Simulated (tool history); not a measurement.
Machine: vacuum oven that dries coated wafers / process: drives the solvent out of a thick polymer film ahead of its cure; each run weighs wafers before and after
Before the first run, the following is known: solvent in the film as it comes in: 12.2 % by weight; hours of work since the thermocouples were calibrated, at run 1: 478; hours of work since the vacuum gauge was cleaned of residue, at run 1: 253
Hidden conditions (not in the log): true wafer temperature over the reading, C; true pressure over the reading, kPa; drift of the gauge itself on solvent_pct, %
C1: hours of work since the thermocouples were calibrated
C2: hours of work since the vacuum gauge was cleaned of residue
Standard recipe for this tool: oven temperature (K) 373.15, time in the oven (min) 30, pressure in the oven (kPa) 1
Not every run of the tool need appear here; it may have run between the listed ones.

{"run": 1, "hour": 0.0, "oven temperature (K)": 373.15, "time in the oven (min)": 30, "pressure in the oven (kPa)": 1, "C1": 478, "C2": 253, "solvent left in the film (%)": 2.08}
{"run": 2, "hour": 27.5, "oven temperature (K)": 373.15, "time in the oven (min)": 30, "pressure in the oven (kPa)": 0.83, "C1": 498, "C2": 272, "solvent left in the film (%)": 2.04}
{"run": 3, "hour": 44.2, "oven temperature (K)": 373.15, "time in the oven (min)": 30, "pressure in the oven (kPa)": 0.83, "C1": 510, "C2": 284, "solvent left in the film (%)": 1.99}
{"run": 4, "hour": 78.9, "oven temperature (K)": 373.15, "time in the oven (min)": 30, "pressure in the oven (kPa)": 0.83, "C1": 534, "C2": 309, "solvent left in the film (%)": 2.09}
{"run": 5, "hour": 105.9, "oven temperature (K)": 373.15, "time in the oven (min)": 30, "pressure in the oven (kPa)": 1, "C1": 554, "C2": 328, "solvent left in the film (%)": 2.12}
{"run": 6, "hour": 124.7, "oven temperature (K)": 373.15, "time in the oven (min)": 19, "pressure in the oven (kPa)": 1, "C1": 567, "C2": 341, "solvent left in the film (%)": 3.63}
{"run": 7, "hour": 142.4, "oven temperature (K)": 373.15, "time in the oven (min)": 19, "pressure in the oven (kPa)": 1, "C1": 580, "C2": 354, "solvent left in the film (%)": 3.52}
{"run": 8, "hour": 177.6, "oven temperature (K)": 368.15, "time in the oven (min)": 30, "pressure in the oven (kPa)": 1, "C1": 605, "C2": 379, "solvent left in the film (%)": 3.04}
{"run": 9, "hour": 198.6, "oven temperature (K)": 368.15, "time in the oven (min)": 30, "pressure in the oven (kPa)": 1, "C1": 619, "C2": 394, "solvent left in the film (%)": 2.9}
{"hour": 216.4, "done": "oven's thermocouples calibrated"}
{"run": 10, "hour": 237.1, "oven temperature (K)": 373.15, "time in the oven (min)": 30, "pressure in the oven (kPa)": 1, "C1": 15, "C2": 420, "solvent left in the film (%)": 2.12}
{"run": 11, "hour": 263.0, "oven temperature (K)": 373.15, "time in the oven (min)": 30, "pressure in the oven (kPa)": 1, "C1": 33, "C2": 438, "solvent left in the film (%)": 2.22}
{"run": 12, "hour": 295.4, "oven temperature (K)": 373.15, "time in the oven (min)": 30, "pressure in the oven (kPa)": 1, "C1": 56, "C2": 461, "solvent left in the film (%)": 2.17}
{"run": 13, "hour": 321.9, "oven temperature (K)": 373.15, "time in the oven (min)": 30, "pressure in the oven (kPa)": 1, "C1": 75, "C2": 480, "solvent left in the film (%)": 2.17}
{"run": 14, "hour": 358.5, "oven temperature (K)": 373.15, "time in the oven (min)": 30, "pressure in the oven (kPa)": 1, "C1": 101, "C2": 506, "solvent left in the film (%)": 2.25}
{"run": 15, "hour": 386.4, "oven temperature (K)": 373.15, "time in the oven (min)": 30, "pressure in the oven (kPa)": 1.44, "C1": 121, "C2": 526, "solvent left in the film (%)": 2.4}
{"hour": 396.5, "done": "oven's thermocouples calibrated, once more"}
{"run": 16, "hour": 427.8, "oven temperature (K)": 373.15, "time in the oven (min)": 30, "pressure in the oven (kPa)": 2.37, "C1": 22, "C2": 554, "solvent left in the film (%)": 2.59}
{"run": 17, "hour": 467.4, "oven temperature (K)": 378.15, "time in the oven (min)": 30, "pressure in the oven (kPa)": 0.85, "C1": 50, "C2": 582, "solvent left in the film (%)": 1.32}
{"run": 18, "hour": 498.3, "oven temperature (K)": 367.15, "time in the oven (min)": 23, "pressure in the oven (kPa)": 1.4, "C1": 72, "C2": 604, "solvent left in the film (%)": 4.11}
{"run": 19, "hour": 530.6, "oven temperature (K)": 373.15, "time in the oven (min)": 24, "pressure in the oven (kPa)": 1.01, "C1": 95, "C2": 627, "solvent left in the film (%)": 2.81}
{"run": 20, "hour": 564.7, "oven temperature (K)": 386.15, "time in the oven (min)": 18, "pressure in the oven (kPa)": 1, "C1": 119, "C2": 651, "solvent left in the film (%)": 1.55}
{"run": 21, "hour": 601.1, "oven temperature (K)": 373.15, "time in the oven (min)": 30, "pressure in the oven (kPa)": 0.82, "C1": 145, "C2": 677, "solvent left in the film (%)": 1.98}
{"run": 22, "hour": 636.4, "oven temperature (K)": 381.15, "time in the oven (min)": 23, "pressure in the oven (kPa)": 1.2, "C1": 170, "C2": 702, "solvent left in the film (%)": 1.74}
{"run": 23, "hour": 656.4, "oven temperature (K)": 363.15, "time in the oven (min)": 18, "pressure in the oven (kPa)": 3.46, "C1": 185, "C2": 716, "solvent left in the film (%)": 6.54}
{"run": 24, "hour": 680.1, "oven temperature (K)": 363.15, "time in the oven (min)": 31, "pressure in the oven (kPa)": 0.67, "C1": 201, "C2": 733, "solvent left in the film (%)": 3.62}
{"run": 25, "hour": 700.5, "oven temperature (K)": 363.15, "time in the oven (min)": 31, "pressure in the oven (kPa)": 0.67, "C1": 216, "C2": 747, "solvent left in the film (%)": 3.71}
{"run": 26, "hour": 723.7, "oven temperature (K)": 363.15, "time in the oven (min)": 31, "pressure in the oven (kPa)": 0.67, "C1": 232, "C2": 764, "solvent left in the film (%)": 3.65}
{"run": 27, "hour": 752.8, "oven temperature (K)": 374.15, "time in the oven (min)": 15, "pressure in the oven (kPa)": 0.77, "C1": 253, "C2": 784, "solvent left in the film (%)": 4.16}
{"run": 28, "hour": 781.0, "oven temperature (K)": 379.15, "time in the oven (min)": 32, "pressure in the oven (kPa)": 0.72, "C1": 273, "C2": 804, "solvent left in the film (%)": 1.04}
{"run": 29, "hour": 808.2, "oven temperature (K)": 387.15, "time in the oven (min)": 19, "pressure in the oven (kPa)": 0.72, "C1": 292, "C2": 824, "solvent left in the film (%)": 1.33}
{"run": 30, "hour": 842.2, "oven temperature (K)": 387.15, "time in the oven (min)": 19, "pressure in the oven (kPa)": 0.72, "C1": 316, "C2": 848, "solvent left in the film (%)": 1.34}

Forecast each of these 4 alternatives for the next run:
{"run": "A", "hour": 875.8, "oven temperature (K)": 360.15, "time in the oven (min)": 48, "pressure in the oven (kPa)": 0.72, "C1": 340, "C2": 872, "solvent left in the film (%)": "?"}
{"run": "B", "hour": 875.8, "oven temperature (K)": 387.15, "time in the oven (min)": 16, "pressure in the oven (kPa)": 2.55, "C1": 340, "C2": 872, "solvent left in the film (%)": "?"}
{"run": "C", "hour": 875.8, "oven temperature (K)": 371.15, "time in the oven (min)": 19, "pressure in the oven (kPa)": 0.81, "C1": 340, "C2": 872, "solvent left in the film (%)": "?"}
{"run": "D", "hour": 875.8, "oven temperature (K)": 380.15, "time in the oven (min)": 15, "pressure in the oven (kPa)": 0.56, "C1": 340, "C2": 872, "solvent left in the film (%)": "?"}

run=A solvent_left_in_the_film_(%)=2.86
run=B solvent_left_in_the_film_(%)=2.24
run=C solvent_left_in_the_film_(%)=3.94
run=D solvent_left_in_the_film_(%)=3.01
Without the tool's hidden state the same runs would have given:
run=A solvent_left_in_the_film_(%)=2.59
run=B solvent_left_in_the_film_(%)=2.11
run=C solvent_left_in_the_film_(%)=3.76
run=D solvent_left_in_the_film_(%)=2.86
